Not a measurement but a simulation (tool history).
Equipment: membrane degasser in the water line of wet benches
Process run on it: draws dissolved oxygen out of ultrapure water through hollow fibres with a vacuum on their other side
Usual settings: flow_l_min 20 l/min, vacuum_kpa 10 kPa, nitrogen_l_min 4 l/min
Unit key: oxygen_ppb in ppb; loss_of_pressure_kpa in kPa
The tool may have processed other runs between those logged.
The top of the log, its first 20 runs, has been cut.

run 21 day=131.579 | flow_l_min=18 vacuum_kpa=12.9 nitrogen_l_min=4.73 | oxygen_ppb=99.4 loss_of_pressure_kpa=61.27
run 22 day=135.996 | flow_l_min=18 vacuum_kpa=12.9 nitrogen_l_min=4.73 | oxygen_ppb=99.6 loss_of_pressure_kpa=61.78
run 23 day=144.833 | flow_l_min=18 vacuum_kpa=12.9 nitrogen_l_min=4.73 | oxygen_ppb=102.4 loss_of_pressure_kpa=61.86
run 24 day=149.196 | flow_l_min=18 vacuum_kpa=12.9 nitrogen_l_min=4.73 | oxygen_ppb=99.1 loss_of_pressure_kpa=62.17
run 25 day=157.383 | flow_l_min=18 vacuum_kpa=19.2 nitrogen_l_min=2.9 | oxygen_ppb=245 loss_of_pressure_kpa=61.66
run 26 day=163.408 | flow_l_min=28 vacuum_kpa=10 nitrogen_l_min=3.68 | oxygen_ppb=167 loss_of_pressure_kpa=96.39
run 27 day=171.058 | flow_l_min=17 vacuum_kpa=21.6 nitrogen_l_min=5.05 | oxygen_ppb=157.7 loss_of_pressure_kpa=58.37
run 28 day=179.912 | flow_l_min=30 vacuum_kpa=21.6 nitrogen_l_min=5.05 | oxygen_ppb=313.9 loss_of_pressure_kpa=103.34
run 29 day=187.567 | flow_l_min=13 vacuum_kpa=9.4 nitrogen_l_min=4 | oxygen_ppb=54.4 loss_of_pressure_kpa=44.94
run 30 day=194.275 | flow_l_min=13 vacuum_kpa=9.4 nitrogen_l_min=4 | oxygen_ppb=53.4 loss_of_pressure_kpa=44.78
run 31 day=200.879 | flow_l_min=17 vacuum_kpa=11.2 nitrogen_l_min=4 | oxygen_ppb=92.6 loss_of_pressure_kpa=58.72

Here are 5 independent what-if runs from the current tool condition. What would each one return?
run A day=207.288 | flow_l_min=15 vacuum_kpa=11.2 nitrogen_l_min=4.36 | oxygen_ppb=? loss_of_pressure_kpa=?
run B day=207.288 | flow_l_min=18 vacuum_kpa=11.2 nitrogen_l_min=4 | oxygen_ppb=? loss_of_pressure_kpa=?
run C day=207.288 | flow_l_min=17 vacuum_kpa=10.7 nitrogen_l_min=4 | oxygen_ppb=? loss_of_pressure_kpa=?
run D day=207.288 | flow_l_min=12 vacuum_kpa=17.1 nitrogen_l_min=4 | oxygen_ppb=? loss_of_pressure_kpa=?
run E day=207.288 | flow_l_min=26 vacuum_kpa=15.8 nitrogen_l_min=4 | oxygen_ppb=? loss_of_pressure_kpa=?

run=A oxygen_ppb=74.3 loss_of_pressure_kpa=51.73
run=B oxygen_ppb=99.6 loss_of_pressure_kpa=62.23
run=C oxygen_ppb=87.7 loss_of_pressure_kpa=58.13
run=D oxygen_ppb=107.3 loss_of_pressure_kpa=41.29
run=E oxygen_ppb=234.9 loss_of_pressure_kpa=89.73
With the hidden condition removed and each run's random variation left untouched, the same runs would have given:
run=A oxygen_ppb=71.1 loss_of_pressure_kpa=50.52
run=B oxygen_ppb=95.2 loss_of_pressure_kpa=60.79
run=C oxygen_ppb=83.7 loss_of_pressure_kpa=56.78
run=D oxygen_ppb=103.9 loss_of_pressure_kpa=40.33
run=E oxygen_ppb=226.5 loss_of_pressure_kpa=87.66

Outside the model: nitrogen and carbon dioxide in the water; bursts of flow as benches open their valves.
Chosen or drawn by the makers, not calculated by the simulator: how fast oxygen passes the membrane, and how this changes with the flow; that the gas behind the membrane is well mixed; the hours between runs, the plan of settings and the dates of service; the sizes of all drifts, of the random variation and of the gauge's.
